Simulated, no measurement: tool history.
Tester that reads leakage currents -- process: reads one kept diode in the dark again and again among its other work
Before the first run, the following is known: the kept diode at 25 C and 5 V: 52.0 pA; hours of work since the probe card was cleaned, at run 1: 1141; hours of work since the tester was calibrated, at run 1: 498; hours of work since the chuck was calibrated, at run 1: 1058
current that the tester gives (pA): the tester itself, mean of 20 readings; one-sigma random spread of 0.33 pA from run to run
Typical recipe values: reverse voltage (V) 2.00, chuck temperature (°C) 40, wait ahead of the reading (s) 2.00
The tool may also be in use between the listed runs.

run    hour  reverse voltage (V)  chuck temperature (°C)  wait ahead of the reading (s)  hours of work since the probe card was cleaned  hours of work since the tester was calibrated  hours of work since the chuck was calibrated  current that the tester gives (pA)
  1     0.0                 2.00                      40                           2.00                                            1141                                            498                                          1058                              120.48
  2    63.6                 2.00                      40                           2.00                                            1172                                            529                                          1089                              120.09
      163.8  -- probe card cleaned and baked
  3   165.0                 2.00                      40                           2.00                                               1                                            578                                          1137                              118.29
  4   247.0                 2.00                      40                           2.00                                              41                                            618                                          1177                              118.99
  5   293.0                 2.00                      40                           2.00                                              63                                            640                                          1200                              118.83
  6   343.1                 2.00                      40                           2.00                                              88                                            665                                          1224                              119.30
  7   418.6                 2.00                      40                           1.71                                             125                                            702                                          1261                              120.23
  8   511.6                 2.00                      40                           1.71                                             170                                            747                                          1307                              120.47
  9   557.1                 2.00                      40                           1.71                                             192                                            769                                          1329                              120.49
 10   646.4                 2.00                      40                           0.64                                             236                                            813                                          1373                              121.71
 11   702.4                 2.00                      40                           0.64                                             264                                            840                                          1400                              121.75
 12   761.3                 2.00                      37                           2.70                                             292                                            869                                          1429                               96.29
 13   815.7                 2.00                      37                           2.70                                             319                                            896                                          1456                               96.29
 14   870.6                 2.64                      40                           2.00                                             346                                            923                                          1482                              140.75
 15   944.4                 2.91                      40                           2.00                                             382                                            959                                          1518                              148.63
 16  1031.9                 2.45                      24                           1.99                                             425                                           1002                                          1561                               38.57
 17  1094.5                 1.55                      56                           2.00                                             455                                           1032                                          1592                              343.36
 18  1190.1                 1.55                      56                           2.98                                             502                                           1079                                          1639                              342.51
     1220.8  -- chuck's temperature calibrated
 19  1284.3                 1.55                      56                           2.98                                             547                                           1124                                            31                              312.76
 20  1387.0                 1.55                      56                           2.98                                             597                                           1174                                            81                              313.42
 21  1441.7                 6.12                      22                           1.51                                             624                                           1201                                           108                               50.51
 22  1504.0                 6.12                      22                           1.51                                             655                                           1232                                           139                               50.95

A few steps of current that the tester gives (pA) between consecutive runs. Split each: what settings, incoming material and random variation would produce without the hidden state, and what is left over for the hidden state, along with gauge scatter present in only one of the two compared results (measured, and without hidden state):
Hidden conditions of the tool in this case: stray current of the dirty probe card, pA a volt; current scale over the true one, %; true chuck temperature over the reading, C; drift of the gauge itself on leakage_pa, %.
Run 16 -> 17: reverse voltage (V) 2.45 -> 1.55, chuck temperature (°C) 24 -> 56, wait ahead of the reading (s) 1.99 -> 2.00. current that the tester gives (pA) +304.79: hidden state +26.17, all else +278.62.
Run 18 -> 19: chuck's temperature calibrated. current that the tester gives (pA) -29.75: hidden state -31.71, all else +1.96.
Run 20 -> 21: reverse voltage (V) 1.55 -> 6.12, chuck temperature (°C) 56 -> 22, wait ahead of the reading (s) 2.98 -> 1.51. current that the tester gives (pA) -262.91: hidden state +2.98, all else -265.89.
